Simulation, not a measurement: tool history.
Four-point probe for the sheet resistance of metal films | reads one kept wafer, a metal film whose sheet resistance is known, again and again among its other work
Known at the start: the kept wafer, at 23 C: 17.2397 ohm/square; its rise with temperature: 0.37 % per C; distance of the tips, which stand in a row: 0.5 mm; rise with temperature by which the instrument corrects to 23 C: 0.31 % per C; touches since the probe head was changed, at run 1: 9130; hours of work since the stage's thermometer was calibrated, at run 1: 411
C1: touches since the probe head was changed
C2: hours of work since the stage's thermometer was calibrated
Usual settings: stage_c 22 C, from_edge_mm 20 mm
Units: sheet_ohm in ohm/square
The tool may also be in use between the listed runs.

{"run": 1, "hour": 0.0, "stage_c": 22, "from_edge_mm": 20, "C1": 9130, "C2": 411, "sheet_ohm": 17.280913}
{"run": 2, "hour": 17.4, "stage_c": 22, "from_edge_mm": 66, "C1": 9432, "C2": 418, "sheet_ohm": 17.279188}
{"run": 3, "hour": 25.9, "stage_c": 22, "from_edge_mm": 20, "C1": 9578, "C2": 422, "sheet_ohm": 17.275428}
{"run": 4, "hour": 41.4, "stage_c": 22, "from_edge_mm": 20, "C1": 9847, "C2": 429, "sheet_ohm": 17.284647}
{"run": 5, "hour": 55.9, "stage_c": 22, "from_edge_mm": 10, "C1": 10099, "C2": 435, "sheet_ohm": 17.304676}
{"run": 6, "hour": 70.9, "stage_c": 22, "from_edge_mm": 10, "C1": 10358, "C2": 441, "sheet_ohm": 17.300886}
{"run": 7, "hour": 86.9, "stage_c": 22, "from_edge_mm": 10, "C1": 10635, "C2": 448, "sheet_ohm": 17.296733}
{"run": 8, "hour": 96.1, "stage_c": 22, "from_edge_mm": 11, "C1": 10794, "C2": 452, "sheet_ohm": 17.299725}
{"run": 9, "hour": 110.8, "stage_c": 23, "from_edge_mm": 20, "C1": 11049, "C2": 459, "sheet_ohm": 17.29293}
{"run": 10, "hour": 122.6, "stage_c": 23, "from_edge_mm": 20, "C1": 11254, "C2": 464, "sheet_ohm": 17.295759}
{"run": 11, "hour": 139.0, "stage_c": 22, "from_edge_mm": 13, "C1": 11538, "C2": 471, "sheet_ohm": 17.290223}
{"run": 12, "hour": 146.6, "stage_c": 22, "from_edge_mm": 14, "C1": 11670, "C2": 474, "sheet_ohm": 17.291162}
{"run": 13, "hour": 164.1, "stage_c": 22, "from_edge_mm": 14, "C1": 11973, "C2": 482, "sheet_ohm": 17.295617}
{"run": 14, "hour": 173.9, "stage_c": 19, "from_edge_mm": 49, "C1": 12143, "C2": 486, "sheet_ohm": 17.249771}
{"run": 15, "hour": 190.6, "stage_c": 19, "from_edge_mm": 4, "C1": 12432, "C2": 493, "sheet_ohm": 17.390196}
{"run": 16, "hour": 199.4, "stage_c": 19, "from_edge_mm": 4, "C1": 12585, "C2": 497, "sheet_ohm": 17.395577}
{"run": 17, "hour": 216.9, "stage_c": 27, "from_edge_mm": 3, "C1": 12887, "C2": 504, "sheet_ohm": 17.595118}

The same runs without the tool's hidden state, with the same run-to-run variation:
The hidden state here: inner tips' distance over the nominal, %; tips' flats over new ones', %; wafer's true temperature over the reading, C; drift of the gauge itself on sheet_ohm, %.
run=1 sheet_ohm=17.234328
run=2 sheet_ohm=17.231876
run=3 sheet_ohm=17.227777
run=4 sheet_ohm=17.236357
run=5 sheet_ohm=17.255694
run=6 sheet_ohm=17.251322
run=7 sheet_ohm=17.246568
run=8 sheet_ohm=17.249147
run=9 sheet_ohm=17.241746
run=10 sheet_ohm=17.244099
run=11 sheet_ohm=17.237843
run=12 sheet_ohm=17.238475
run=13 sheet_ohm=17.242234
run=14 sheet_ohm=17.196014
run=15 sheet_ohm=17.335366
run=16 sheet_ohm=17.340374
run=17 sheet_ohm=17.538856

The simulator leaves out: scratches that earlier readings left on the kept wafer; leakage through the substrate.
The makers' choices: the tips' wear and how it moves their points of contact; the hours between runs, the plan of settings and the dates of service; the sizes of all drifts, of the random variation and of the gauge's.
